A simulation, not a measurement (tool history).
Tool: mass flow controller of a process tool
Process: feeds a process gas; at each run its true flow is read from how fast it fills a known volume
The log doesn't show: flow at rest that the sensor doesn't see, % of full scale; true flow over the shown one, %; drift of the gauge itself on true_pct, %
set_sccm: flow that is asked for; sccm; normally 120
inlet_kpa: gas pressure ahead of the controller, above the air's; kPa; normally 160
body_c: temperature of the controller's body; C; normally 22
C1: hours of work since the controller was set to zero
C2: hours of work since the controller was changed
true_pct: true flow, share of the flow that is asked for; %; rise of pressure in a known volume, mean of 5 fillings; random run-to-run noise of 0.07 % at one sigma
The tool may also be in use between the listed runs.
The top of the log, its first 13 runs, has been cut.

run 14 day=59.762 | set_sccm=120 inlet_kpa=160 body_c=22 | C1=2370 C2=2370 | true_pct=99.91
run 15 day=65.108 | set_sccm=120 inlet_kpa=160 body_c=22 | C1=2453 C2=2453 | true_pct=99.83
run 16 day=68.883 | set_sccm=120 inlet_kpa=188 body_c=22 | C1=2512 C2=2512 | true_pct=99.8
run 17 day=72.275 | set_sccm=120 inlet_kpa=188 body_c=22 | C1=2565 C2=2565 | true_pct=99.8
run 18 day=75.575 | set_sccm=117 inlet_kpa=188 body_c=29 | C1=2617 C2=2617 | true_pct=100.21
run 19 day=80.308 | set_sccm=29 inlet_kpa=180 body_c=22 | C1=2690 C2=2690 | true_pct=97.56
run 20 day=84.525 | set_sccm=84 inlet_kpa=184 body_c=40 | C1=2756 C2=2756 | true_pct=100.57
run 21 day=87.842 | set_sccm=92 inlet_kpa=164 body_c=37 | C1=2808 C2=2808 | true_pct=100.49
run 22 day=92.558 | set_sccm=117 inlet_kpa=194 body_c=20 | C1=2882 C2=2882 | true_pct=99.66
run 23 day=98.238 | set_sccm=117 inlet_kpa=194 body_c=25 | C1=2970 C2=2970 | true_pct=99.97
run 24 day=101.525 | set_sccm=29 inlet_kpa=194 body_c=25 | C1=3021 C2=3021 | true_pct=97.67
run 25 day=107.25 | set_sccm=29 inlet_kpa=194 body_c=25 | C1=3111 C2=3111 | true_pct=97.76
run 26 day=110.117 | set_sccm=125 inlet_kpa=209 body_c=36 | C1=3155 C2=3155 | true_pct=100.78
run 27 day=113.85 | set_sccm=94 inlet_kpa=160 body_c=20 | C1=3214 C2=3214 | true_pct=99.52

The next listed run, before its measurement:
run 28 day=119.592 | set_sccm=32 inlet_kpa=207 body_c=30 | C1=3303 C2=3303 | true_pct=?

{"run 28": {"true_pct": 98.05}}
With no hidden state in the tool, this same run would have given true_pct 98.12 %.

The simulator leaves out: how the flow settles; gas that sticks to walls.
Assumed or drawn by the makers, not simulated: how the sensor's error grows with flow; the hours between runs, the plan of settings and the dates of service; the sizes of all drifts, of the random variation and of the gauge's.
